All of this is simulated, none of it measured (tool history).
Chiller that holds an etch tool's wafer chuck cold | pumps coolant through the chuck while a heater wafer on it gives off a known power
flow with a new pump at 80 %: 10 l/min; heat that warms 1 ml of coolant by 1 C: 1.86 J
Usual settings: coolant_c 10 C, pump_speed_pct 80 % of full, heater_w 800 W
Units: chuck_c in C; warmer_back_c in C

{"run": 1, "hour": 0.0, "coolant_c": 10, "pump_speed_pct": 80, "heater_w": 800, "chuck_c": 15.3, "warmer_back_c": 2.61}
{"run": 2, "hour": 108.4, "coolant_c": 10, "pump_speed_pct": 80, "heater_w": 601, "chuck_c": 13.83, "warmer_back_c": 1.99}
{"run": 3, "hour": 230.7, "coolant_c": 10, "pump_speed_pct": 80, "heater_w": 601, "chuck_c": 13.79, "warmer_back_c": 2.01}
{"run": 4, "hour": 343.3, "coolant_c": 10, "pump_speed_pct": 80, "heater_w": 601, "chuck_c": 13.78, "warmer_back_c": 2.04}
{"run": 5, "hour": 429.4, "coolant_c": 10, "pump_speed_pct": 80, "heater_w": 601, "chuck_c": 13.97, "warmer_back_c": 2.09}
{"run": 6, "hour": 509.0, "coolant_c": 10, "pump_speed_pct": 80, "heater_w": 601, "chuck_c": 13.81, "warmer_back_c": 2.07}
{"run": 7, "hour": 631.6, "coolant_c": 6, "pump_speed_pct": 78, "heater_w": 601, "chuck_c": 9.94, "warmer_back_c": 2.19}
{"run": 8, "hour": 728.4, "coolant_c": 0, "pump_speed_pct": 72, "heater_w": 881, "chuck_c": 6.2, "warmer_back_c": 3.34}
{"run": 9, "hour": 794.9, "coolant_c": 0, "pump_speed_pct": 72, "heater_w": 881, "chuck_c": 6.05, "warmer_back_c": 3.37}
{"run": 10, "hour": 862.8, "coolant_c": 1, "pump_speed_pct": 72, "heater_w": 881, "chuck_c": 7.14, "warmer_back_c": 3.37}
{"run": 11, "hour": 946.7, "coolant_c": 1, "pump_speed_pct": 72, "heater_w": 881, "chuck_c": 7.07, "warmer_back_c": 3.43}

Forecast each of these 3 alternatives for the next run:
{"run": "A", "hour": 1035.6, "coolant_c": 10, "pump_speed_pct": 84, "heater_w": 549, "chuck_c": "?", "warmer_back_c": "?"}
{"run": "B", "hour": 1035.6, "coolant_c": 10, "pump_speed_pct": 72, "heater_w": 718, "chuck_c": "?", "warmer_back_c": "?"}
{"run": "C", "hour": 1035.6, "coolant_c": 13, "pump_speed_pct": 72, "heater_w": 425, "chuck_c": "?", "warmer_back_c": "?"}

run=A chuck_c=13.44 warmer_back_c=1.97
run=B chuck_c=15.18 warmer_back_c=2.88
run=C chuck_c=16.05 warmer_back_c=1.84
Without the tool's hidden state the same runs would have given:
run=A chuck_c=13.43 warmer_back_c=1.65
run=B chuck_c=15.17 warmer_back_c=2.57
run=C chuck_c=16.04 warmer_back_c=1.53

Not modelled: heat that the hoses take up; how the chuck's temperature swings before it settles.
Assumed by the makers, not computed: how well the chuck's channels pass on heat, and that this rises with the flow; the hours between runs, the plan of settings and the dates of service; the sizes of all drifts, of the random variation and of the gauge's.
